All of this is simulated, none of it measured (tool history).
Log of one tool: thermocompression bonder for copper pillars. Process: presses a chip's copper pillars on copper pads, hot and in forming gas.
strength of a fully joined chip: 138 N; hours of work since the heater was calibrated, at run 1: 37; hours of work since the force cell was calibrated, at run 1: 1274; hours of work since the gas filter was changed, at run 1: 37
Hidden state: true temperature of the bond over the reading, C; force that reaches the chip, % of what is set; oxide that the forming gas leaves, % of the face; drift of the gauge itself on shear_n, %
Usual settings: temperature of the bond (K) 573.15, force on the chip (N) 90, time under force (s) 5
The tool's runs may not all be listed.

run,hour,temperature of the bond (K),force on the chip (N),time under force (s),hours of work since the heater was calibrated,hours of work since the force cell was calibrated,hours of work since the gas filter was changed,force that shears a chip off (N)
1,0.0,573.15,90,5,37,1274,37,76.5
2,59.7,573.15,90,9,74,1311,74,90.0
3,89.5,573.15,90,3,93,1329,93,63.7
4,123.7,573.15,80,5,114,1351,114,67.2
5,169.0,573.15,58,5,142,1379,142,46.2
6,219.2,573.15,58,5,173,1410,173,47.7
7,271.4,573.15,58,5,205,1442,205,47.7
8,317.8,573.15,90,5,234,1471,234,76.1
9,360.8,573.15,90,5,261,1497,261,74.1
# hour 367.8: force cell calibrated
10,403.4,573.15,90,5,286,22,286,73.0
11,440.6,573.15,90,4,309,45,309,67.6
# hour 459.1: forming gas filter changed
12,466.3,573.15,90,5,325,61,4,74.2
13,503.4,573.15,90,5,348,84,27,74.8
14,531.1,573.15,90,5,365,101,45,75.0
15,575.3,573.15,54,7,392,128,72,47.7
16,626.8,582.15,130,3,424,160,104,97.2
17,663.2,562.15,134,5,447,183,126,95.7
# hour 675.9: force cell calibrated, once more
18,705.2,562.15,114,5,472,18,151,92.4
19,749.8,562.15,92,13,499,46,179,100.3
20,809.8,573.15,77,8,536,83,216,83.9
21,869.4,572.15,76,5,573,120,253,70.9

Run 22 comes next. What will it give?
22,907.1,586.15,76,5,597,143,276,?

Run 22 gave force that shears a chip off (N) 83.4.
Without the tool's hidden state the same run would have given force that shears a chip off (N) 81.6.
